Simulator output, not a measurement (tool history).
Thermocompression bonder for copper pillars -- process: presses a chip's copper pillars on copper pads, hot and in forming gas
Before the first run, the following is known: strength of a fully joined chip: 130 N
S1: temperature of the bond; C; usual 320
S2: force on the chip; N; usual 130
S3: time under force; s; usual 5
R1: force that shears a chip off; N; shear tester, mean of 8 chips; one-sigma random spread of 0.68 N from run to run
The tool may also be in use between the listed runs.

| run | hour | S1 | S2 | S3 | R1 |
|---|---|---|---|---|---|
| 1 | 0.0 | 320 | 130 | 5 | 40.2 |
| 2 | 13.5 | 320 | 130 | 5 | 39.8 |
| 3 | 31.4 | 320 | 130 | 5 | 39.3 |
| 4 | 46.6 | 320 | 130 | 5 | 40.4 |
| 5 | 65.8 | 320 | 130 | 5 | 39.0 |
| 6 | 83.2 | 320 | 130 | 5 | 39.2 |
| 7 | 106.4 | 320 | 130 | 5 | 38.3 |
| 8 | 120.9 | 320 | 121 | 6 | 40.2 |
| 9 | 133.0 | 319 | 130 | 5 | 40.7 |
| 10 | 147.7 | 319 | 152 | 4 | 41.9 |
| 11 | 165.6 | 334 | 130 | 4 | 44.5 |
| 12 | 184.6 | 307 | 83 | 5 | 22.2 |
| 13 | 199.2 | 307 | 83 | 5 | 21.4 |
| 14 | 219.8 | 307 | 83 | 5 | 24.3 |

Missing from the log above: 4 entries noted between runs. For each, name the pair of listed runs it sits between and say how the tool's hidden condition differs from the listed run just before to the listed run just after:
Logged between run 6 and run 7: force cell calibrated (hour 86.0)
  true temperature of the bond over the reading, C: -7.3 -> -7.6; force that reaches the chip, % of what is set: 98.5 -> 97.5; oxide that the forming gas leaves, % of the face: 6.57 -> 7.04
  measured less the result without the state, R1: -7.3 -> -8.1 N
Logged between run 7 and run 8: forming gas filter changed (hour 115.2)
  true temperature of the bond over the reading, C: -7.6 -> -7.8; oxide that the forming gas leaves, % of the face: 7.04 -> 0.7
  measured less the result without the state, R1: -8.1 -> -5.5 N
Logged between run 9 and run 10: force cell calibrated, once more (hour 139.2)
  true temperature of the bond over the reading, C: -8 -> -8.2; force that reaches the chip, % of what is set: 97.4 -> 99.9; oxide that the forming gas leaves, % of the face: 0.95 -> 1.25
  measured less the result without the state, R1: -5.7 -> -5.1 N
Logged between run 13 and run 14: heater calibrated with a thermocouple chip (hour 211.9)
  true temperature of the bond over the reading, C: -8.9 -> -0.1; force that reaches the chip, % of what is set: 99.8 -> 99.7; oxide that the forming gas leaves, % of the face: 2.43 -> 2.84
  measured less the result without the state, R1: -3.6 -> -0.8 N

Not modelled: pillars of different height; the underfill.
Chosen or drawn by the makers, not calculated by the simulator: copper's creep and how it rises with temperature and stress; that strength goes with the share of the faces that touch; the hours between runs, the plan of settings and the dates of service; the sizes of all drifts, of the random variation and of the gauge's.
